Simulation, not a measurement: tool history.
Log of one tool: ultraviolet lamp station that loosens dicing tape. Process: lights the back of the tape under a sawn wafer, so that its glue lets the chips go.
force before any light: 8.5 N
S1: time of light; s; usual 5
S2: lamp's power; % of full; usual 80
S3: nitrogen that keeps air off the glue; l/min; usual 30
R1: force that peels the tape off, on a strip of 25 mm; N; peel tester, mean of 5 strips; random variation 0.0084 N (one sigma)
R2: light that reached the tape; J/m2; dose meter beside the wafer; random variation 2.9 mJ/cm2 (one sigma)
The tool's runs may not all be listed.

run	hour	S1	S2	S3	R1	R2
1	0	5	80	30	0.506	3610
2	9.8	5	80	30	0.526	3600
3	26	5	80	30	0.506	3640
4	43.5	5	80	11	1.367	3570
5	56	5	80	11	1.323	3550
6	64.6	5	80	30	0.537	3590
7	82.6	7	80	30	0.197	4920
8	90.3	5	71	30	0.715	3160
9	101.7	5	71	30	0.727	3130
10	116.4	4	80	30	0.916	2780
11	131.6	4	80	30	0.908	2800
12	146.2	4	80	30	0.949	2820
13	156.2	8	80	30	0.151	5590
14	163.9	8	80	30	0.152	5430
15	179.9	8	80	30	0.159	5510
16	196	5	80	30	0.571	3420
17	214.4	5	80	30	0.575	3440
18	229.8	5	80	30	0.58	3370
19	239.5	5	80	30	0.597	3360
20	251.6	5	80	30	0.598	3400
21	269.3	5	80	30	0.599	3370
22	279.5	5	80	30	0.598	3320
# hour 282.4: window cleaned of glue's vapour
23	297.9	3	93	30	1.388	2250
24	311.5	4	80	20	1.454	2590
25	329.4	2	80	20	3.431	1260
26	345.2	7	71	37	0.313	3970
# hour 353.3: window cleaned of glue's vapour, once more
27	362.8	7	71	37	0.234	4360
28	379	3	63	44	1.843	1650
29	391.9	3	63	44	1.881	1680
30	402.9	4	63	16	2.24	2170
31	418	4	63	16	2.195	2180
32	433.1	4	80	19	1.366	2780
33	450	2	95	11	3.476	1640
34	458.4	2	74	10	4.497	1240
35	471.5	2	84	32	2.592	1420
36	488.9	2	84	32	2.632	1420
37	504.3	5	84	15	1.07	3540
38	516.8	7	100	36	0.094	5880
39	529.9	8	81	10	0.592	5480
40	547.5	8	81	10	0.597	5380
41	558.2	9	80	31	0.116	6010
42	567.6	7	80	53	0.135	4680
43	584.4	5	63	53	0.681	2630

Forecast each of these 3 alternatives for the next run:
A	592.5	2	74	10	?	?
B	592.5	7	99	50	?	?
C	592.5	8	66	50	?	?

run	R1	R2
A	4.725	1220
B	0.079	5680
C	0.176	4340
Without the tool's hidden state the same runs would have given:
run	R1	R2
A	4.028	1540
B	0.054	7180
C	0.094	5480
